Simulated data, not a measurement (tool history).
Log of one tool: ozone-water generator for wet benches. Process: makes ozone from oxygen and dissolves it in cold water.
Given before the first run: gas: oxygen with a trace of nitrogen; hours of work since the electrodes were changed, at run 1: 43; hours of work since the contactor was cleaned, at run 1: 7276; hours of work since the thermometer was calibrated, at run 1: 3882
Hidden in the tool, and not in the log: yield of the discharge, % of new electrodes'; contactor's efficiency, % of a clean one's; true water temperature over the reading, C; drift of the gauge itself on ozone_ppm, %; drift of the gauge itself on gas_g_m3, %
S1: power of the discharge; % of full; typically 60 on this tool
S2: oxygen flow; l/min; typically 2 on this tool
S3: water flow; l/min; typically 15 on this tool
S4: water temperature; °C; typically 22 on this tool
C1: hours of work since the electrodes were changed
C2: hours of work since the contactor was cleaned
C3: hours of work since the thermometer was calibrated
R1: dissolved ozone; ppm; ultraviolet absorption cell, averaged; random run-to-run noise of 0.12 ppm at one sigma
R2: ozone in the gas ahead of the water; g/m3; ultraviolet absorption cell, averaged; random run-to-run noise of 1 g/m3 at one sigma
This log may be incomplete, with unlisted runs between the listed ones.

{"run": 1, "hour": 0.0, "S1": 60, "S2": 2, "S3": 15, "S4": 22, "C1": 43, "C2": 7276, "C3": 3882, "R1": 11.8, "R2": 181.8}
{"run": 2, "hour": 22.2, "S1": 46, "S2": 2, "S3": 15, "S4": 22, "C1": 61, "C2": 7294, "C3": 3901, "R1": 10, "R2": 154.7}
{"hour": 50.2, "done": "contactor cleaned"}
{"run": 3, "hour": 58.5, "S1": 46, "S2": 2, "S3": 15, "S4": 22, "C1": 89, "C2": 7, "C3": 3928, "R1": 10, "R2": 154.3}
{"run": 4, "hour": 87.6, "S1": 46, "S2": 2, "S3": 10, "S4": 22, "C1": 113, "C2": 32, "C3": 3953, "R1": 14.1, "R2": 154.4}
{"run": 5, "hour": 114.7, "S1": 46, "S2": 2, "S3": 10, "S4": 22, "C1": 136, "C2": 55, "C3": 3976, "R1": 14.2, "R2": 155}
{"run": 6, "hour": 134.0, "S1": 46, "S2": 2, "S3": 10, "S4": 22, "C1": 152, "C2": 71, "C3": 3992, "R1": 14.2, "R2": 155.1}
{"run": 7, "hour": 148.7, "S1": 67, "S2": 2, "S3": 15, "S4": 22, "C1": 165, "C2": 83, "C3": 4005, "R1": 12.8, "R2": 195.9}
{"run": 8, "hour": 182.0, "S1": 60, "S2": 2, "S3": 10, "S4": 22, "C1": 193, "C2": 112, "C3": 4033, "R1": 16.8, "R2": 180.4}
{"run": 9, "hour": 198.7, "S1": 60, "S2": 2, "S3": 10, "S4": 22, "C1": 207, "C2": 126, "C3": 4047, "R1": 16.6, "R2": 181.8}
{"run": 10, "hour": 221.5, "S1": 60, "S2": 2, "S3": 10, "S4": 22, "C1": 227, "C2": 145, "C3": 4066, "R1": 16.8, "R2": 182.9}
{"run": 11, "hour": 244.3, "S1": 60, "S2": 2, "S3": 10, "S4": 22, "C1": 246, "C2": 164, "C3": 4086, "R1": 16.6, "R2": 182.6}
{"run": 12, "hour": 274.3, "S1": 60, "S2": 2, "S3": 18, "S4": 26, "C1": 271, "C2": 190, "C3": 4111, "R1": 9.7, "R2": 183.6}
{"run": 13, "hour": 302.3, "S1": 60, "S2": 2, "S3": 18, "S4": 26, "C1": 295, "C2": 213, "C3": 4135, "R1": 9.9, "R2": 181.7}

What will run 14 give?
{"run": 14, "hour": 326.8, "S1": 60, "S2": 2.51, "S3": 19, "S4": 22, "C1": 316, "C2": 234, "C3": 4155, "R1": "?", "R2": "?"}

{"run 14": {"R1": 10.4, "R2": 170.7}}
If the tool had no hidden condition, the same run with the same run-to-run variation would have returned R1 10.4 ppm, R2 169 g/m3.

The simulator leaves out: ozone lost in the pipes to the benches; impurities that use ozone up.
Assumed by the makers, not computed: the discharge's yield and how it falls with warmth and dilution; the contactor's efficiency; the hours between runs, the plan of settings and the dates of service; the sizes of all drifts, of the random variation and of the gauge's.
